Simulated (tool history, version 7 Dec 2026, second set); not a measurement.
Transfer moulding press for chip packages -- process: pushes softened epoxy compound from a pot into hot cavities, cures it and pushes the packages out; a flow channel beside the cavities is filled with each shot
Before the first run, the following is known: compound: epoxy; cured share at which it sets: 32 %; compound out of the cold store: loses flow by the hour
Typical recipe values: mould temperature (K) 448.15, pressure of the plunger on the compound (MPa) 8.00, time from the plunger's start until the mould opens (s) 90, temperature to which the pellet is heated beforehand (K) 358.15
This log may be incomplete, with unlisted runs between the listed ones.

run	hour	mould temperature (K)	pressure of the plunger on the compound (MPa)	time from the plunger's start until the mould opens (s)	temperature to which the pellet is heated beforehand (K)	incoming compound's hours out of the cold store	length that the compound runs in the flow channel (mm)	greatest force on the pins that push the packages out (N)
1	0.0	448.15	8.00	90	358.15	31.1	711	297
# hour 25.3: cavities cleaned with cleaning compound and waxed
2	29.3	448.15	8.00	90	358.15	23.2	763	245
3	57.2	448.15	8.00	90	353.15	21.8	760	305
# hour 75.4: cavities cleaned with cleaning compound and waxed
4	75.6	448.15	8.00	90	358.15	23.3	741	232
5	105.7	448.15	8.00	90	358.15	47.0	659	296
# hour 125.8: cavities cleaned with cleaning compound and waxed
6	130.3	448.15	8.00	90	358.15	8.8	798	248
7	155.9	448.15	8.00	90	358.15	28.9	712	298
8	171.0	448.15	8.00	90	352.15	40.9	668	312
# hour 175.7: cavities cleaned with cleaning compound and waxed
9	206.9	448.15	8.00	90	358.15	47.2	642	297
# hour 227.1: cavities cleaned with cleaning compound and waxed
10	235.4	448.15	8.00	90	358.15	47.4	641	244
11	265.9	448.15	8.00	90	352.15	15.3	750	327
# hour 279.1: cavities cleaned with cleaning compound and waxed
12	283.0	448.15	8.00	72	358.15	10.4	770	318
13	297.8	448.15	8.00	72	358.15	23.7	712	355
14	317.4	448.15	8.00	72	358.15	23.0	724	395
# hour 329.4: cavities cleaned with cleaning compound and waxed
# hour 340.3: plunger's sealing rings changed
15	352.4	445.15	8.00	94	358.15	46.4	681	286
16	374.4	445.15	8.00	94	358.15	26.6	743	325
# hour 382.1: cavities cleaned with cleaning compound and waxed
17	407.6	440.15	6.82	97	359.15	40.5	652	328
18	424.6	449.15	8.00	90	351.15	45.0	675	311
# hour 432.5: cavities cleaned with cleaning compound and waxed
19	453.1	449.15	8.00	90	351.15	31.1	712	278
20	476.5	447.15	8.00	111	350.15	13.8	782	298
# hour 483.3: cavities cleaned with cleaning compound and waxed
21	512.7	448.15	8.00	90	365.15	29.1	714	297
# hour 528.3: mould's thermocouples calibrated
# hour 537.2: cavities cleaned with cleaning compound and waxed
22	548.3	448.15	8.00	90	365.15	40.5	676	253
23	570.5	448.15	8.00	90	365.15	18.9	752	311
# hour 587.0: cavities cleaned with cleaning compound and waxed
24	601.8	449.15	8.00	90	360.15	29.2	727	264
# hour 637.0: cavities cleaned with cleaning compound and waxed
25	637.2	449.15	8.00	90	360.15	15.5	745	238
26	656.1	453.15	7.46	111	358.15	13.0	736	259
27	673.3	440.15	6.36	90	363.15	14.3	700	446
# hour 688.3: cavities cleaned with cleaning compound and waxed
28	705.3	440.15	6.36	90	363.15	40.0	608	363

Alternative continuations, all from the tool just after run 28; predict every row:
A	722.1	448.15	6.64	71	366.15	18.9	?	?
B	722.1	440.15	7.17	90	359.15	15.7	?	?
C	722.1	440.15	6.36	90	359.15	11.5	?	?

run	length that the compound runs in the flow channel (mm)	greatest force on the pins that push the packages out (N)
A	668	433
B	734	439
C	711	432
Without the tool's unlogged condition, the same runs would have read:
run	length that the compound runs in the flow channel (mm)	greatest force on the pins that push the packages out (N)
A	699	319
B	769	324
C	744	320

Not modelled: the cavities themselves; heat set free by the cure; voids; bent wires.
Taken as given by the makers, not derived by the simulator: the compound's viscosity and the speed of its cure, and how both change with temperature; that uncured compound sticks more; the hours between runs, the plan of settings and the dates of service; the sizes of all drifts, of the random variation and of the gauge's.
